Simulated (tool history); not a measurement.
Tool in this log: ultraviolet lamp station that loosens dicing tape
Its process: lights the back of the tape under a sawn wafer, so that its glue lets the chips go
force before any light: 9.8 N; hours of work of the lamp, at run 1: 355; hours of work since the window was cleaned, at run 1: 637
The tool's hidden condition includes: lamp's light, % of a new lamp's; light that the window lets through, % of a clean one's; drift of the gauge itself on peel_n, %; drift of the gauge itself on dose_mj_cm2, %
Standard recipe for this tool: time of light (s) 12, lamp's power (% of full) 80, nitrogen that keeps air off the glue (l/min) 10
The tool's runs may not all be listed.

run,hour,time of light (s),lamp's power (% of full),nitrogen that keeps air off the glue (l/min),hours of work of the lamp,hours of work since the window was cleaned,force that peels the tape off (N),light that reached the tape (mJ/cm²)
1,0.0,12,80,10,355,637,0.964,276
2,25.1,12,80,10,369,650,0.973,274
# hour 32.5: window cleaned of glue's vapour
3,57.0,12,80,20,385,13,0.660,265
4,88.4,12,80,20,402,30,0.688,263
5,124.3,12,80,10,421,49,1.076,258
6,172.1,12,80,10,446,74,1.136,257
7,217.2,12,80,5,470,98,1.930,255
# hour 228.3: window cleaned of glue's vapour, once more
8,270.7,12,77,10,498,22,0.875,288
9,295.6,12,77,10,512,36,0.877,285
10,339.3,12,80,10,535,59,0.857,299
11,366.5,12,80,10,549,73,0.812,294
12,407.6,12,80,3,571,95,2.046,291
13,459.6,17,66,10,599,123,0.662,333
14,503.9,17,66,10,622,146,0.690,335
15,527.7,17,66,10,635,159,0.661,335
16,552.9,17,66,10,648,172,0.644,327
17,603.3,12,82,9,675,199,1.005,289
18,653.5,13,82,10,702,226,0.793,307
19,686.5,7,80,10,719,243,2.411,158
20,716.7,22,67,10,735,259,0.443,415
21,749.0,11,64,15,752,276,1.459,197
22,779.9,11,64,15,769,293,1.428,191
23,803.2,11,98,17,781,305,0.586,298
24,840.6,11,75,13,801,325,1.245,224

The same runs without the tool's hidden state, with the same run-to-run variation:
run,force that peels the tape off (N),light that reached the tape (mJ/cm²)
1,0.593,353
2,0.589,352
3,0.388,352
4,0.399,352
5,0.593,349
6,0.614,353
7,1.096,353
8,0.654,333
9,0.648,332
10,0.619,352
11,0.577,349
12,1.538,350
13,0.452,405
14,0.461,413
15,0.432,414
16,0.417,409
17,0.632,365
18,0.479,394
19,1.646,205
20,0.299,541
21,0.864,260
22,0.836,255
23,0.349,399
24,0.691,303
